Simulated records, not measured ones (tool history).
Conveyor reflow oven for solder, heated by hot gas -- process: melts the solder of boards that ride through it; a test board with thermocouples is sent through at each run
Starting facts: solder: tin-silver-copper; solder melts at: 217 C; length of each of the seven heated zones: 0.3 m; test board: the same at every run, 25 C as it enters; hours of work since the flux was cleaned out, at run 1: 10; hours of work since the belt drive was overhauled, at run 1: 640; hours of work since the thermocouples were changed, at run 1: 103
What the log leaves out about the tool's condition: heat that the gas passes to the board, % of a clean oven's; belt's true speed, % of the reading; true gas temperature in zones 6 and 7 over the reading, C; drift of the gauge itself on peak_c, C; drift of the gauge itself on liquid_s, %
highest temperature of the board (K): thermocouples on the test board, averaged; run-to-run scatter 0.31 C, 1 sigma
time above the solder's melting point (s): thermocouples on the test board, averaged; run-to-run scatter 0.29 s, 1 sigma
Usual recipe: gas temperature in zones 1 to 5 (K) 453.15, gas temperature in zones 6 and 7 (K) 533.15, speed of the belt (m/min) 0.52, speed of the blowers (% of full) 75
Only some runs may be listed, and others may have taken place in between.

run,day,gas temperature in zones 1 to 5 (K),gas temperature in zones 6 and 7 (K),speed of the belt (m/min),speed of the blowers (% of full),hours of work since the flux was cleaned out,hours of work since the belt drive was overhauled,hours of work since the thermocouples were changed,highest temperature of the board (K),time above the solder's melting point (s)
1,0,453.15,533.15,0.52,75,10,640,103,523.65,54.1
2,0.462,453.15,533.15,0.52,75,15,644,107,522.95,54.8
3,1.367,447.15,533.15,0.52,75,24,653,116,522.85,51.7
4,2.258,447.15,533.15,0.52,75,33,662,125,522.05,51.3
5,3.012,453.15,533.15,0.537,75,40,670,133,522.85,52.4
6,3.462,453.15,542.15,0.52,75,45,674,137,531.15,58.9
7,4.038,453.15,533.15,0.52,75,50,680,143,523.55,54.5
8,4.458,453.15,533.15,0.52,86,55,684,147,524.85,56
9,5.033,453.15,533.15,0.52,78,60,690,153,523.85,55
10,5.696,463.15,533.15,0.52,75,67,697,160,524.75,58.8
11,6.133,445.15,525.15,0.572,71,71,701,164,512.05,37.9
12,6.933,445.15,525.15,0.572,71,79,709,172,512.15,37.4
# day 7.188: flux residue cleaned out of gas plates and filters
13,7.554,453.15,533.15,0.615,83,4,713,176,520.25,43.6
14,8.167,460.15,533.15,0.615,88,10,719,182,521.85,46.9
# day 8.808: flux residue cleaned out of gas plates and filters, once more
15,8.988,460.15,533.15,0.615,88,2,725,188,522.55,47.9
16,9.646,464.15,537.15,0.552,53,8,732,195,522.65,53.6
17,10.554,465.15,537.15,0.458,87,17,741,204,532.85,73.2
18,11.058,453.15,538.15,0.531,75,22,746,209,527.25,55.6
19,11.521,453.15,523.15,0.52,80,27,751,214,515.55,49.5

Measured less the same run without the tool's hidden state. The same run-to-run variation is in both; the gauge's scatter may not be:
run,highest temperature of the board (K),time above the solder's melting point (s)
1,+0.4,+0.8
2,+0.4,+0.9
3,+0.4,+0.8
4,+0.3,+0.8
5,+0.3,+0.8
6,+0.3,+0.9
7,+0.3,+0.8
8,+0.3,+0.8
9,+0.3,+0.8
10,+0.3,+0.8
11,+0.3,+0.6
12,+0.2,+0.6
13,+0,+0.4
14,-0.1,+0.4
15,+0.6,+1
16,+0.7,+1.2
17,+0.6,+1.2
18,+0.6,+1.1
19,+0.6,+1.2
